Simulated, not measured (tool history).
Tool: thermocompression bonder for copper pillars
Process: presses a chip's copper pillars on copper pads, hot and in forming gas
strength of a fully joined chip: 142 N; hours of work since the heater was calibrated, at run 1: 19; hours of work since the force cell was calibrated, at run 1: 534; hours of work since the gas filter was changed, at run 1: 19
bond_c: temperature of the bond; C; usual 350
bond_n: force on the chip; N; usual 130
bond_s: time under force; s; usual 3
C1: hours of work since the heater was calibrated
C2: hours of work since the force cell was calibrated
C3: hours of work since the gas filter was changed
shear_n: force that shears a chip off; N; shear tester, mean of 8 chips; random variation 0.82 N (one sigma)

run 1 day=0.000 | bond_c=350 bond_n=130 bond_s=3 | C1=19 C2=534 C3=19 | shear_n=64.5
run 2 day=3.567 | bond_c=350 bond_n=130 bond_s=3 | C1=82 C2=597 C3=82 | shear_n=65.4
run 3 day=7.425 | bond_c=350 bond_n=130 bond_s=3 | C1=150 C2=665 C3=150 | shear_n=60.3
run 4 day=9.450 | bond_c=350 bond_n=130 bond_s=4 | C1=185 C2=700 C3=185 | shear_n=67.5
run 5 day=11.604 | bond_c=350 bond_n=153 bond_s=3 | C1=223 C2=738 C3=223 | shear_n=64.5
run 6 day=15.338 | bond_c=350 bond_n=153 bond_s=3 | C1=289 C2=804 C3=289 | shear_n=63.4
run 7 day=17.550 | bond_c=350 bond_n=130 bond_s=3 | C1=328 C2=843 C3=328 | shear_n=57.0
run 8 day=19.425 | bond_c=350 bond_n=130 bond_s=8 | C1=361 C2=876 C3=361 | shear_n=77.5
run 9 day=21.975 | bond_c=350 bond_n=130 bond_s=8 | C1=406 C2=921 C3=406 | shear_n=75.7
-- day=22.992 forming gas filter changed
run 10 day=24.175 | bond_c=350 bond_n=130 bond_s=8 | C1=444 C2=959 C3=21 | shear_n=85.1
run 11 day=27.679 | bond_c=350 bond_n=130 bond_s=8 | C1=506 C2=1021 C3=83 | shear_n=84.5
run 12 day=31.192 | bond_c=356 bond_n=111 bond_s=3 | C1=568 C2=1083 C3=144 | shear_n=56.1
-- day=32.450 heater calibrated with a thermocouple chip
run 13 day=33.296 | bond_c=345 bond_n=172 bond_s=4 | C1=15 C2=1118 C3=180 | shear_n=76.2
-- day=33.546 force cell calibrated
run 14 day=36.583 | bond_c=362 bond_n=191 bond_s=3 | C1=72 C2=53 C3=237 | shear_n=79.0
run 15 day=38.225 | bond_c=362 bond_n=191 bond_s=3 | C1=101 C2=82 C3=266 | shear_n=79.5
run 16 day=41.696 | bond_c=361 bond_n=130 bond_s=3 | C1=162 C2=143 C3=327 | shear_n=62.4
run 17 day=45.200 | bond_c=361 bond_n=94 bond_s=3 | C1=223 C2=205 C3=388 | shear_n=51.9
-- day=47.108 forming gas filter changed
run 18 day=49.112 | bond_c=361 bond_n=140 bond_s=7 | C1=292 C2=274 C3=35 | shear_n=93.3
run 19 day=50.925 | bond_c=361 bond_n=140 bond_s=7 | C1=324 C2=306 C3=67 | shear_n=90.7
run 20 day=54.162 | bond_c=350 bond_n=183 bond_s=9 | C1=381 C2=363 C3=124 | shear_n=100.6
-- day=57.588 force cell calibrated, once more
run 21 day=57.679 | bond_c=350 bond_n=183 bond_s=9 | C1=442 C2=2 C3=185 | shear_n=94.7

5 ways to go on from here, each from the tool as it stands after run 21. What would each give?
run A day=61.108 | bond_c=350 bond_n=130 bond_s=2 | C1=502 C2=62 C3=245 | shear_n=?
run B day=61.108 | bond_c=363 bond_n=191 bond_s=9 | C1=502 C2=62 C3=245 | shear_n=?
run C day=61.108 | bond_c=350 bond_n=183 bond_s=2 | C1=502 C2=62 C3=245 | shear_n=?
run D day=61.108 | bond_c=338 bond_n=80 bond_s=2 | C1=502 C2=62 C3=245 | shear_n=?
run E day=61.108 | bond_c=350 bond_n=183 bond_s=3 | C1=502 C2=62 C3=245 | shear_n=?

run=A shear_n=48.3
run=B shear_n=101.5
run=C shear_n=57.7
run=D shear_n=32.2
run=E shear_n=66.8
Without the tool's hidden state the same runs would have given:
run=A shear_n=56.0
run=B shear_n=113.4
run=C shear_n=66.6
run=D shear_n=37.7
run=E shear_n=76.7
